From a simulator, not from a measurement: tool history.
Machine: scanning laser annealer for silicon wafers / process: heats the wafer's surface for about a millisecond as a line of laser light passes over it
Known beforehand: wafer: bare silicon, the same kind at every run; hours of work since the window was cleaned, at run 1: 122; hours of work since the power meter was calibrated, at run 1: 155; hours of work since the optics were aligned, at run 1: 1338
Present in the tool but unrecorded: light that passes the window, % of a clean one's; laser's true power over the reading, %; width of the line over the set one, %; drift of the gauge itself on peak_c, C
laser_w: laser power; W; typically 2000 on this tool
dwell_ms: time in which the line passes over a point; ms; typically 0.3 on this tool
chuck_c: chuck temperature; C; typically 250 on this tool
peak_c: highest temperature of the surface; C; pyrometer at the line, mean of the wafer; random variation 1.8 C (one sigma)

| run | day | laser_w | dwell_ms | chuck_c | hours of work since the window was cleaned | hours of work since the power meter was calibrated | hours of work since the optics were aligned | peak_c |
|---|---|---|---|---|---|---|---|---|
| 1 | 0 | 2000 | 0.3 | 250 | 122 | 155 | 1338 | 1022 |
| 2 | 0.846 | 2000 | 0.3 | 250 | 136 | 169 | 1352 | 1019 |
| 3 | 1.371 | 2000 | 0.3 | 267 | 145 | 178 | 1360 | 1038 |
| 4 | 1.862 | 2000 | 0.3 | 267 | 153 | 186 | 1369 | 1036 |
| 5 | 2.812 | 2000 | 0.3 | 267 | 169 | 202 | 1384 | 1036 |
| 6 | 3.425 | 2000 | 0.3 | 278 | 179 | 212 | 1395 | 1042 |
| 7 | 4.4 | 2000 | 0.3 | 250 | 195 | 229 | 1411 | 1010 |
| 8 | 5.375 | 2000 | 0.3 | 250 | 212 | 245 | 1427 | 1008 |
| 9 | 6.208 | 2000 | 0.3 | 279 | 226 | 259 | 1441 | 1039 |
| 10 | 6.671 | 2000 | 0.3 | 279 | 233 | 266 | 1449 | 1034 |
| 11 | 7.225 | 2000 | 0.338 | 250 | 242 | 276 | 1458 | 1056 |
| 12 | 8.017 | 2000 | 0.338 | 250 | 256 | 289 | 1471 | 1057 |
| 13 | 8.871 | 2000 | 0.246 | 250 | 270 | 303 | 1485 | 925 |
| 14 | 9.429 | 2000 | 0.244 | 243 | 279 | 312 | 1495 | 910 |
| 15 | 10.054 | 1936 | 0.237 | 262 | 290 | 323 | 1505 | 891 |
| 16 | 10.721 | 1967 | 0.3 | 250 | 301 | 334 | 1516 | 982 |
| 17 | 11.183 | 1944 | 0.304 | 250 | 308 | 342 | 1524 | 976 |
| 18 | 11.788 | 2000 | 0.227 | 213 | 318 | 352 | 1534 | 846 |
| 19 | 12.262 | 2183 | 0.328 | 269 | 326 | 359 | 1542 | 1144 |
| 20 | 12.842 | 2183 | 0.328 | 269 | 336 | 369 | 1551 | 1141 |
| 21 | 13.546 | 2074 | 0.345 | 269 | 348 | 381 | 1563 | 1103 |
| 22 | 14.017 | 1891 | 0.356 | 247 | 356 | 389 | 1571 | 1006 |
| 23 | 14.692 | 2016 | 0.218 | 245 | 367 | 400 | 1582 | 867 |
| 24 | 15.446 | 1977 | 0.219 | 245 | 379 | 412 | 1595 | 849 |
| 25 | 15.925 | 1876 | 0.219 | 245 | 387 | 420 | 1603 | 812 |
| 26 | 16.788 | 1817 | 0.219 | 223 | 402 | 435 | 1617 | 767 |

Measured minus without-hidden-state, run by run (identical run-to-run variation in each term; gauge scatter may differ):
| run | peak_c |
|---|---|
| 1 | -37 |
| 2 | -38 |
| 3 | -39 |
| 4 | -42 |
| 5 | -43 |
| 6 | -45 |
| 7 | -47 |
| 8 | -50 |
| 9 | -52 |
| 10 | -52 |
| 11 | -58 |
| 12 | -60 |
| 13 | -52 |
| 14 | -53 |
| 15 | -51 |
| 16 | -61 |
| 17 | -62 |
| 18 | -55 |
| 19 | -78 |
| 20 | -80 |
| 21 | -79 |
| 22 | -72 |
| 23 | -61 |
| 24 | -61 |
| 25 | -58 |
| 26 | -57 |

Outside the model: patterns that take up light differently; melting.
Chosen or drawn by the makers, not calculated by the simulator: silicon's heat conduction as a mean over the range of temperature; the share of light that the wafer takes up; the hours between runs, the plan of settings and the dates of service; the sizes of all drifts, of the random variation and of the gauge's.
